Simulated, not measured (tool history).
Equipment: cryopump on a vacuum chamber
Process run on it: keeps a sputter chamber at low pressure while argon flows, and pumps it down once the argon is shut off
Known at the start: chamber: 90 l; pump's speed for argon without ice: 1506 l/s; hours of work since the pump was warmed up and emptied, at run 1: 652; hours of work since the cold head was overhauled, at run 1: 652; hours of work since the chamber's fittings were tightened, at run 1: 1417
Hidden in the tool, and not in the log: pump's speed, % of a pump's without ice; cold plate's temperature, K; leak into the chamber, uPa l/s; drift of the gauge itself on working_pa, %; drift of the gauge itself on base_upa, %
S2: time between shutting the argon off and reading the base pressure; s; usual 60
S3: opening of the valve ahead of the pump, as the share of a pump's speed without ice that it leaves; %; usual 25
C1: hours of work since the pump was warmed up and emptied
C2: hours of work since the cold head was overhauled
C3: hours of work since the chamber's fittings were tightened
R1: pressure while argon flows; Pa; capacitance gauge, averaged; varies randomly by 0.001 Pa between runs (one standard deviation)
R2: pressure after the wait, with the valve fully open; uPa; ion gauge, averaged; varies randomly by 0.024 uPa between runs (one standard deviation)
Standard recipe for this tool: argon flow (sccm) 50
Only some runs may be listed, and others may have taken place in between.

{"run": 1, "hour": 0.0, "argon flow (sccm)": 50, "S2": 60, "S3": 25, "C1": 652, "C2": 652, "C3": 1417, "R1": 0.2417, "R2": 2.28}
{"run": 2, "hour": 35.5, "argon flow (sccm)": 50, "S2": 60, "S3": 25, "C1": 678, "C2": 678, "C3": 1443, "R1": 0.2449, "R2": 2.34}
{"hour": 73.8, "done": "pump warmed up, emptied and cooled again"}
{"run": 3, "hour": 75.4, "argon flow (sccm)": 50, "S2": 60, "S3": 25, "C1": 1, "C2": 703, "C3": 1468, "R1": 0.2244, "R2": 1.91}
{"run": 4, "hour": 112.2, "argon flow (sccm)": 50, "S2": 60, "S3": 55, "C1": 28, "C2": 730, "C3": 1495, "R1": 0.1035, "R2": 2.02}
{"run": 5, "hour": 140.0, "argon flow (sccm)": 50, "S2": 60, "S3": 38, "C1": 48, "C2": 750, "C3": 1515, "R1": 0.1492, "R2": 2.01}
{"run": 6, "hour": 175.5, "argon flow (sccm)": 50, "S2": 60, "S3": 38, "C1": 74, "C2": 776, "C3": 1540, "R1": 0.1509, "R2": 2.06}
{"run": 7, "hour": 224.6, "argon flow (sccm)": 50, "S2": 60, "S3": 38, "C1": 109, "C2": 811, "C3": 1576, "R1": 0.1497, "R2": 2.14}
{"run": 8, "hour": 284.3, "argon flow (sccm)": 50, "S2": 60, "S3": 38, "C1": 152, "C2": 854, "C3": 1619, "R1": 0.1513, "R2": 2.16}
{"run": 9, "hour": 341.5, "argon flow (sccm)": 50, "S2": 60, "S3": 38, "C1": 194, "C2": 896, "C3": 1661, "R1": 0.1531, "R2": 2.29}
{"run": 10, "hour": 387.1, "argon flow (sccm)": 50, "S2": 108, "S3": 38, "C1": 227, "C2": 929, "C3": 1693, "R1": 0.1539, "R2": 1.95}
{"run": 11, "hour": 444.6, "argon flow (sccm)": 50, "S2": 108, "S3": 38, "C1": 268, "C2": 970, "C3": 1735, "R1": 0.1553, "R2": 2.04}
{"run": 12, "hour": 488.7, "argon flow (sccm)": 50, "S2": 108, "S3": 38, "C1": 300, "C2": 1002, "C3": 1767, "R1": 0.1544, "R2": 2.03}
{"run": 13, "hour": 551.6, "argon flow (sccm)": 50, "S2": 108, "S3": 38, "C1": 346, "C2": 1048, "C3": 1813, "R1": 0.1549, "R2": 2.09}
{"run": 14, "hour": 599.4, "argon flow (sccm)": 50, "S2": 108, "S3": 38, "C1": 380, "C2": 1082, "C3": 1847, "R1": 0.1555, "R2": 2.16}
{"run": 15, "hour": 637.0, "argon flow (sccm)": 50, "S2": 108, "S3": 38, "C1": 407, "C2": 1110, "C3": 1874, "R1": 0.1567, "R2": 2.19}
{"run": 16, "hour": 669.2, "argon flow (sccm)": 50, "S2": 108, "S3": 38, "C1": 431, "C2": 1133, "C3": 1898, "R1": 0.1579, "R2": 2.23}
{"run": 17, "hour": 722.2, "argon flow (sccm)": 50, "S2": 60, "S3": 25, "C1": 469, "C2": 1171, "C3": 1936, "R1": 0.2364, "R2": 2.67}
{"run": 18, "hour": 761.3, "argon flow (sccm)": 27, "S2": 97, "S3": 55, "C1": 497, "C2": 1200, "C3": 1964, "R1": 0.062, "R2": 2.41}
{"run": 19, "hour": 799.0, "argon flow (sccm)": 27, "S2": 97, "S3": 55, "C1": 525, "C2": 1227, "C3": 1992, "R1": 0.0628, "R2": 2.45}
{"run": 20, "hour": 831.3, "argon flow (sccm)": 27, "S2": 97, "S3": 55, "C1": 548, "C2": 1250, "C3": 2015, "R1": 0.0633, "R2": 2.46}
{"run": 21, "hour": 859.2, "argon flow (sccm)": 23, "S2": 29, "S3": 25, "C1": 568, "C2": 1270, "C3": 2035, "R1": 0.11, "R2": 3.56}
{"run": 22, "hour": 896.2, "argon flow (sccm)": 50, "S2": 113, "S3": 33, "C1": 595, "C2": 1297, "C3": 2062, "R1": 0.1864, "R2": 2.54}
{"run": 23, "hour": 947.5, "argon flow (sccm)": 34, "S2": 102, "S3": 18, "C1": 632, "C2": 1334, "C3": 2099, "R1": 0.2215, "R2": 2.65}
{"run": 24, "hour": 1006.6, "argon flow (sccm)": 34, "S2": 102, "S3": 18, "C1": 675, "C2": 1377, "C3": 2142, "R1": 0.2252, "R2": 2.65}
{"hour": 1051.3, "done": "pump warmed up, emptied and cooled again"}
{"run": 25, "hour": 1075.2, "argon flow (sccm)": 34, "S2": 24, "S3": 37, "C1": 17, "C2": 1423, "C3": 2188, "R1": 0.1045, "R2": 3.53}
{"run": 26, "hour": 1138.0, "argon flow (sccm)": 61, "S2": 203, "S3": 25, "C1": 63, "C2": 1468, "C3": 2233, "R1": 0.2769, "R2": 2.01}
{"run": 27, "hour": 1185.8, "argon flow (sccm)": 75, "S2": 56, "S3": 20, "C1": 97, "C2": 1503, "C3": 2268, "R1": 0.4258, "R2": 2.73}
{"run": 28, "hour": 1251.7, "argon flow (sccm)": 50, "S2": 31, "S3": 23, "C1": 145, "C2": 1551, "C3": 2315, "R1": 0.2474, "R2": 3.37}
{"run": 29, "hour": 1303.0, "argon flow (sccm)": 22, "S2": 66, "S3": 16, "C1": 182, "C2": 1588, "C3": 2353, "R1": 0.1568, "R2": 2.65}
{"run": 30, "hour": 1346.3, "argon flow (sccm)": 22, "S2": 66, "S3": 16, "C1": 213, "C2": 1619, "C3": 2384, "R1": 0.1587, "R2": 2.71}
{"run": 31, "hour": 1398.7, "argon flow (sccm)": 66, "S2": 40, "S3": 51, "C1": 251, "C2": 1657, "C3": 2422, "R1": 0.1547, "R2": 3.22}
{"run": 32, "hour": 1440.5, "argon flow (sccm)": 53, "S2": 60, "S3": 25, "C1": 282, "C2": 1687, "C3": 2452, "R1": 0.2479, "R2": 2.88}
{"run": 33, "hour": 1500.8, "argon flow (sccm)": 50, "S2": 251, "S3": 35, "C1": 325, "C2": 1731, "C3": 2496, "R1": 0.1702, "R2": 2.42}
{"run": 34, "hour": 1551.8, "argon flow (sccm)": 50, "S2": 251, "S3": 35, "C1": 362, "C2": 1768, "C3": 2533, "R1": 0.1697, "R2": 2.54}

Branching from run 34: 4 alternative next runs. What would each branch give?
{"run": "A", "hour": 1619.0, "argon flow (sccm)": 50, "S2": 60, "S3": 44, "C1": 411, "C2": 1816, "C3": 2581, "R1": "?", "R2": "?"}
{"run": "B", "hour": 1619.0, "argon flow (sccm)": 67, "S2": 166, "S3": 35, "C1": 411, "C2": 1816, "C3": 2581, "R1": "?", "R2": "?"}
{"run": "C", "hour": 1619.0, "argon flow (sccm)": 50, "S2": 251, "S3": 19, "C1": 411, "C2": 1816, "C3": 2581, "R1": "?", "R2": "?"}
{"run": "D", "hour": 1619.0, "argon flow (sccm)": 28, "S2": 55, "S3": 20, "C1": 411, "C2": 1816, "C3": 2581, "R1": "?", "R2": "?"}

run=A R1=0.1378 R2=3.11
run=B R1=0.2287 R2=2.64
run=C R1=0.3040 R2=2.59
run=D R1=0.1633 R2=3.31
Had the tool no hidden state, the same runs would have come out as:
run=A R1=0.1269 R2=0.90
run=B R1=0.2141 R2=0.45
run=C R1=0.2931 R2=0.38
run=D R1=0.1572 R2=1.02

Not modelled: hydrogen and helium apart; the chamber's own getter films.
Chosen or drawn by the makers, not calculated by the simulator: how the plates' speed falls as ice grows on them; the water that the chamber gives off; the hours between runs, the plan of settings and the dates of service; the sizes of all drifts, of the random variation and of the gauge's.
